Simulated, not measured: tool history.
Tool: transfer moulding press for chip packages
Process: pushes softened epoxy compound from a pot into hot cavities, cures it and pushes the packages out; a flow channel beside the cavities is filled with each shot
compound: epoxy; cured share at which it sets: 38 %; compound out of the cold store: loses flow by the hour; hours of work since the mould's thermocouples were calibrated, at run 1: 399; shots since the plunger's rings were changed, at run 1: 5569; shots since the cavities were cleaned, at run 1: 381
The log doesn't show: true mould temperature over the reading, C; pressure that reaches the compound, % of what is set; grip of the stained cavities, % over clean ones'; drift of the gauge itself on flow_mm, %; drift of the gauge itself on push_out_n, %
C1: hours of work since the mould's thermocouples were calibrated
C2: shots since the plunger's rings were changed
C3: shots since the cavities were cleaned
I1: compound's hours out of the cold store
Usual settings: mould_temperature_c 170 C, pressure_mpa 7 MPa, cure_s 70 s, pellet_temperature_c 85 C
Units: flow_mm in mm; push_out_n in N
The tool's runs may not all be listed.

run 1 hour=0 | mould_temperature_c=170 pressure_mpa=7 cure_s=70 pellet_temperature_c=85 | C1=399 C2=5569 C3=381 | I1=47.1 | flow_mm=575 push_out_n=657
-- hour=22.3 cavities cleaned with cleaning compound and waxed
-- hour=33.4 plunger's sealing rings changed
run 2 hour=46.2 | mould_temperature_c=170 pressure_mpa=7 cure_s=70 pellet_temperature_c=85 | C1=419 C2=169 C3=283 | I1=11.2 | flow_mm=704 push_out_n=601
-- hour=74.7 cavities cleaned with cleaning compound and waxed
run 3 hour=82 | mould_temperature_c=170 pressure_mpa=7.77 cure_s=70 pellet_temperature_c=85 | C1=436 C2=625 C3=97 | I1=21.2 | flow_mm=715 push_out_n=525
-- hour=126.7 cavities cleaned with cleaning compound and waxed
run 4 hour=155.9 | mould_temperature_c=170 pressure_mpa=7.77 cure_s=70 pellet_temperature_c=85 | C1=472 C2=1585 C3=387 | I1=23.1 | flow_mm=700 push_out_n=661
-- hour=171.7 mould's thermocouples calibrated
-- hour=182.6 cavities cleaned with cleaning compound and waxed
-- hour=237.6 cavities cleaned with cleaning compound and waxed
run 5 hour=241.2 | mould_temperature_c=170 pressure_mpa=7.77 cure_s=70 pellet_temperature_c=85 | C1=33 C2=2651 C3=48 | I1=35.6 | flow_mm=658 push_out_n=456
run 6 hour=275.7 | mould_temperature_c=170 pressure_mpa=7 cure_s=70 pellet_temperature_c=85 | C1=50 C2=3108 C3=505 | I1=14.1 | flow_mm=644 push_out_n=721
-- hour=288 cavities cleaned with cleaning compound and waxed
run 7 hour=330.3 | mould_temperature_c=170 pressure_mpa=7 cure_s=70 pellet_temperature_c=85 | C1=76 C2=3814 C3=562 | I1=32.7 | flow_mm=617 push_out_n=744
-- hour=339.1 cavities cleaned with cleaning compound and waxed
run 8 hour=382.3 | mould_temperature_c=170 pressure_mpa=7 cure_s=70 pellet_temperature_c=85 | C1=100 C2=4484 C3=574 | I1=36 | flow_mm=607 push_out_n=741
-- hour=392.5 cavities cleaned with cleaning compound and waxed
-- hour=444 cavities cleaned with cleaning compound and waxed
run 9 hour=444 | mould_temperature_c=170 pressure_mpa=7 cure_s=70 pellet_temperature_c=79 | C1=129 C2=5262 C3=0 | I1=22.6 | flow_mm=614 push_out_n=450
-- hour=496.7 cavities cleaned with cleaning compound and waxed
-- hour=503.1 plunger's sealing rings changed
run 10 hour=515.8 | mould_temperature_c=170 pressure_mpa=7 cure_s=70 pellet_temperature_c=85 | C1=162 C2=168 C3=219 | I1=31.7 | flow_mm=667 push_out_n=591
-- hour=552 cavities cleaned with cleaning compound and waxed
run 11 hour=576.3 | mould_temperature_c=170 pressure_mpa=7 cure_s=70 pellet_temperature_c=85 | C1=191 C2=952 C3=323 | I1=8.1 | flow_mm=693 push_out_n=643
-- hour=601.3 cavities cleaned with cleaning compound and waxed
run 12 hour=648 | mould_temperature_c=170 pressure_mpa=7 cure_s=70 pellet_temperature_c=85 | C1=226 C2=1882 C3=619 | I1=38.7 | flow_mm=635 push_out_n=736
-- hour=654.9 cavities cleaned with cleaning compound and waxed
-- hour=708 cavities cleaned with cleaning compound and waxed
run 13 hour=717 | mould_temperature_c=170 pressure_mpa=7 cure_s=70 pellet_temperature_c=85 | C1=258 C2=2759 C3=120 | I1=11.6 | flow_mm=665 push_out_n=510
-- hour=761.3 cavities cleaned with cleaning compound and waxed
run 14 hour=762.2 | mould_temperature_c=170 pressure_mpa=6.57 cure_s=70 pellet_temperature_c=90 | C1=280 C2=3338 C3=11 | I1=43.4 | flow_mm=585 push_out_n=447
-- hour=812.5 cavities cleaned with cleaning compound and waxed
run 15 hour=817.2 | mould_temperature_c=176 pressure_mpa=6.57 cure_s=52 pellet_temperature_c=84 | C1=306 C2=4048 C3=62 | I1=10.7 | flow_mm=629 push_out_n=592
run 16 hour=850.3 | mould_temperature_c=175 pressure_mpa=8.5 cure_s=70 pellet_temperature_c=80 | C1=322 C2=4487 C3=501 | I1=38.6 | flow_mm=661 push_out_n=630
-- hour=868.1 cavities cleaned with cleaning compound and waxed
run 17 hour=899.1 | mould_temperature_c=170 pressure_mpa=7 cure_s=53 pellet_temperature_c=82 | C1=345 C2=5116 C3=413 | I1=24.7 | flow_mm=617 push_out_n=1178
-- hour=921.1 cavities cleaned with cleaning compound and waxed
-- hour=967.9 plunger's sealing rings changed
-- hour=975.7 cavities cleaned with cleaning compound and waxed
run 18 hour=985.9 | mould_temperature_c=170 pressure_mpa=7 cure_s=53 pellet_temperature_c=82 | C1=385 C2=219 C3=134 | I1=18.3 | flow_mm=690 push_out_n=953
-- hour=1026.3 cavities cleaned with cleaning compound and waxed
run 19 hour=1031.5 | mould_temperature_c=167 pressure_mpa=7 cure_s=53 pellet_temperature_c=86 | C1=407 C2=805 C3=69 | I1=27.3 | flow_mm=663 push_out_n=1034
-- hour=1077.6 cavities cleaned with cleaning compound and waxed
run 20 hour=1106.6 | mould_temperature_c=177 pressure_mpa=7.93 cure_s=70 pellet_temperature_c=85 | C1=443 C2=1781 C3=385 | I1=29.5 | flow_mm=680 push_out_n=598
-- hour=1132 cavities cleaned with cleaning compound and waxed
run 21 hour=1142 | mould_temperature_c=170 pressure_mpa=7 cure_s=85 pellet_temperature_c=88 | C1=459 C2=2231 C3=132 | I1=37.2 | flow_mm=626 push_out_n=472
-- hour=1178.9 mould's thermocouples calibrated
-- hour=1187.1 cavities cleaned with cleaning compound and waxed
run 22 hour=1202.9 | mould_temperature_c=170 pressure_mpa=8.64 cure_s=98 pellet_temperature_c=85 | C1=11 C2=2992 C3=209 | I1=26.7 | flow_mm=713 push_out_n=501
-- hour=1239.8 cavities cleaned with cleaning compound and waxed
run 23 hour=1239.8 | mould_temperature_c=170 pressure_mpa=8.64 cure_s=98 pellet_temperature_c=85 | C1=28 C2=3463 C3=0 | I1=46 | flow_mm=676 push_out_n=389
-- hour=1292.4 cavities cleaned with cleaning compound and waxed
run 24 hour=1305.8 | mould_temperature_c=170 pressure_mpa=6.07 cure_s=59 pellet_temperature_c=77 | C1=60 C2=4319 C3=178 | I1=43.8 | flow_mm=560 push_out_n=776
-- hour=1343.5 cavities cleaned with cleaning compound and waxed
run 25 hour=1382.4 | mould_temperature_c=170 pressure_mpa=7 cure_s=52 pellet_temperature_c=87 | C1=97 C2=5314 C3=515 | I1=29 | flow_mm=598 push_out_n=1265
-- hour=1397.1 cavities cleaned with cleaning compound and waxed
-- hour=1435.3 plunger's sealing rings changed
run 26 hour=1444 | mould_temperature_c=170 pressure_mpa=7 cure_s=52 pellet_temperature_c=87 | C1=125 C2=115 C3=588 | I1=25.8 | flow_mm=685 push_out_n=1358

How the hidden state differs across the entries between the runs, from the last listed run before each to the first after it:
Between runs 1 and 2: cavities cleaned with cleaning compound and waxed (hour 22.3); plunger's sealing rings changed (hour 33.4)
  true mould temperature over the reading, C: 1.2 -> 1.24; pressure that reaches the compound, % of what is set: 78.82 -> 99.02; grip of the stained cavities, % over clean ones': 59 -> 44
  measured less the result without the state, flow_mm: -75 -> -6 mm; push_out_n: +227 -> +164 N
Between runs 2 and 3: cavities cleaned with cleaning compound and waxed (hour 74.7)
  true mould temperature over the reading, C: 1.24 -> 1.27; pressure that reaches the compound, % of what is set: 99.02 -> 97.18; grip of the stained cavities, % over clean ones': 44 -> 22.4
  measured less the result without the state, flow_mm: -6 -> -12 mm; push_out_n: +164 -> +78 N
Between runs 3 and 4: cavities cleaned with cleaning compound and waxed (hour 126.7)
  true mould temperature over the reading, C: 1.27 -> 1.34; pressure that reaches the compound, % of what is set: 97.18 -> 93.51; grip of the stained cavities, % over clean ones': 22.4 -> 55.5
  measured less the result without the state, flow_mm: -12 -> -26 mm; push_out_n: +78 -> +215 N
Between runs 4 and 5: mould's thermocouples calibrated (hour 171.7); cavities cleaned with cleaning compound and waxed (hour 182.6); cavities cleaned with cleaning compound and waxed (hour 237.6)
  true mould temperature over the reading, C: 1.34 -> -0.14; pressure that reaches the compound, % of what is set: 93.51 -> 89.44; grip of the stained cavities, % over clean ones': 55.5 -> 8.1
  measured less the result without the state, flow_mm: -26 -> -38 mm; push_out_n: +215 -> +36 N
Between runs 6 and 7: cavities cleaned with cleaning compound and waxed (hour 288)
  true mould temperature over the reading, C: -0.11 -> -0.05; pressure that reaches the compound, % of what is set: 87.62 -> 84.98; grip of the stained cavities, % over clean ones': 62.9 -> 71
  measured less the result without the state, flow_mm: -43 -> -53 mm; push_out_n: +281 -> +310 N
Between runs 7 and 8: cavities cleaned with cleaning compound and waxed (hour 339.1)
  true mould temperature over the reading, C: -0.05 -> 0; pressure that reaches the compound, % of what is set: 84.98 -> 82.31; grip of the stained cavities, % over clean ones': 71 -> 69.2
  measured less the result without the state, flow_mm: -53 -> -62 mm; push_out_n: +310 -> +302 N
Between runs 8 and 9: cavities cleaned with cleaning compound and waxed (hour 392.5); cavities cleaned with cleaning compound and waxed (hour 444)
  true mould temperature over the reading, C: 0 -> 0.06; pressure that reaches the compound, % of what is set: 82.31 -> 79.68; grip of the stained cavities, % over clean ones': 69.2 -> 3.5
  measured less the result without the state, flow_mm: -62 -> -74 mm; push_out_n: +302 -> +15 N
Between runs 9 and 10: cavities cleaned with cleaning compound and waxed (hour 496.7); plunger's sealing rings changed (hour 503.1)
  true mould temperature over the reading, C: 0.06 -> 0.13; pressure that reaches the compound, % of what is set: 79.68 -> 99.27; grip of the stained cavities, % over clean ones': 3.5 -> 34.7
  measured less the result without the state, flow_mm: -74 -> -3 mm; push_out_n: +15 -> +151 N
Between runs 10 and 11: cavities cleaned with cleaning compound and waxed (hour 552)
  true mould temperature over the reading, C: 0.13 -> 0.2; pressure that reaches the compound, % of what is set: 99.27 -> 96.41; grip of the stained cavities, % over clean ones': 34.7 -> 47.7
  measured less the result without the state, flow_mm: -3 -> -13 mm; push_out_n: +151 -> +204 N
Between runs 11 and 12: cavities cleaned with cleaning compound and waxed (hour 601.3)
  true mould temperature over the reading, C: 0.2 -> 0.26; pressure that reaches the compound, % of what is set: 96.41 -> 93.14; grip of the stained cavities, % over clean ones': 47.7 -> 71.8
  measured less the result without the state, flow_mm: -13 -> -23 mm; push_out_n: +204 -> +307 N
Between runs 12 and 13: cavities cleaned with cleaning compound and waxed (hour 654.9); cavities cleaned with cleaning compound and waxed (hour 708)
  true mould temperature over the reading, C: 0.26 -> 0.33; pressure that reaches the compound, % of what is set: 93.14 -> 90.25; grip of the stained cavities, % over clean ones': 71.8 -> 21.7
  measured less the result without the state, flow_mm: -23 -> -35 mm; push_out_n: +307 -> +87 N
Between runs 13 and 14: cavities cleaned with cleaning compound and waxed (hour 761.3)
  true mould temperature over the reading, C: 0.33 -> 0.37; pressure that reaches the compound, % of what is set: 90.25 -> 88.41; grip of the stained cavities, % over clean ones': 21.7 -> 2.4
  measured less the result without the state, flow_mm: -35 -> -38 mm; push_out_n: +87 -> +6 N
Between runs 14 and 15: cavities cleaned with cleaning compound and waxed (hour 812.5)
  true mould temperature over the reading, C: 0.37 -> 0.42; pressure that reaches the compound, % of what is set: 88.41 -> 85.82; grip of the stained cavities, % over clean ones': 2.4 -> 10.9
  measured less the result without the state, flow_mm: -38 -> -50 mm; push_out_n: +6 -> +46 N
Between runs 16 and 17: cavities cleaned with cleaning compound and waxed (hour 868.1)
  true mould temperature over the reading, C: 0.45 -> 0.5; pressure that reaches the compound, % of what is set: 84.15 -> 81.72; grip of the stained cavities, % over clean ones': 66.3 -> 58.7
  measured less the result without the state, flow_mm: -60 -> -67 mm; push_out_n: +250 -> +411 N
Between runs 17 and 18: cavities cleaned with cleaning compound and waxed (hour 921.1); plunger's sealing rings changed (hour 967.9); cavities cleaned with cleaning compound and waxed (hour 975.7)
  true mould temperature over the reading, C: 0.5 -> 0.58; pressure that reaches the compound, % of what is set: 81.72 -> 98.47; grip of the stained cavities, % over clean ones': 58.7 -> 25.3
  measured less the result without the state, flow_mm: -67 -> -6 mm; push_out_n: +411 -> +160 N
Between runs 18 and 19: cavities cleaned with cleaning compound and waxed (hour 1026.3)
  true mould temperature over the reading, C: 0.58 -> 0.62; pressure that reaches the compound, % of what is set: 98.47 -> 96.33; grip of the stained cavities, % over clean ones': 25.3 -> 14.7
  measured less the result without the state, flow_mm: -6 -> -14 mm; push_out_n: +160 -> +93 N
Between runs 19 and 20: cavities cleaned with cleaning compound and waxed (hour 1077.6)
  true mould temperature over the reading, C: 0.62 -> 0.7; pressure that reaches the compound, % of what is set: 96.33 -> 92.74; grip of the stained cavities, % over clean ones': 14.7 -> 54.3
  measured less the result without the state, flow_mm: -14 -> -28 mm; push_out_n: +93 -> +207 N
Between runs 20 and 21: cavities cleaned with cleaning compound and waxed (hour 1132)
  true mould temperature over the reading, C: 0.7 -> 0.73; pressure that reaches the compound, % of what is set: 92.74 -> 90.76; grip of the stained cavities, % over clean ones': 54.3 -> 23.4
  measured less the result without the state, flow_mm: -28 -> -33 mm; push_out_n: +207 -> +88 N
Between runs 21 and 22: mould's thermocouples calibrated (hour 1178.9); cavities cleaned with cleaning compound and waxed (hour 1187.1)
  true mould temperature over the reading, C: 0.73 -> -0.06; pressure that reaches the compound, % of what is set: 90.76 -> 87.82; grip of the stained cavities, % over clean ones': 23.4 -> 36.7
  measured less the result without the state, flow_mm: -33 -> -47 mm; push_out_n: +88 -> +134 N
Between runs 22 and 23: cavities cleaned with cleaning compound and waxed (hour 1239.8)
  true mould temperature over the reading, C: -0.06 -> -0.03; pressure that reaches the compound, % of what is set: 87.82 -> 86.24; grip of the stained cavities, % over clean ones': 36.7 -> 2.1
  measured less the result without the state, flow_mm: -47 -> -51 mm; push_out_n: +134 -> +7 N
Between runs 23 and 24: cavities cleaned with cleaning compound and waxed (hour 1292.4)
  true mould temperature over the reading, C: -0.03 -> 0.04; pressure that reaches the compound, % of what is set: 86.24 -> 83.09; grip of the stained cavities, % over clean ones': 2.1 -> 31.5
  measured less the result without the state, flow_mm: -51 -> -55 mm; push_out_n: +7 -> +184 N
Between runs 24 and 25: cavities cleaned with cleaning compound and waxed (hour 1343.5)
  true mould temperature over the reading, C: 0.04 -> 0.12; pressure that reaches the compound, % of what is set: 83.09 -> 79.65; grip of the stained cavities, % over clean ones': 31.5 -> 63.7
  measured less the result without the state, flow_mm: -55 -> -72 mm; push_out_n: +184 -> +486 N
Between runs 25 and 26: cavities cleaned with cleaning compound and waxed (hour 1397.1); plunger's sealing rings changed (hour 1435.3)
  true mould temperature over the reading, C: 0.12 -> 0.17; pressure that reaches the compound, % of what is set: 79.65 -> 98.9; grip of the stained cavities, % over clean ones': 63.7 -> 74.4
  measured less the result without the state, flow_mm: -72 -> -4 mm; push_out_n: +486 -> +567 N
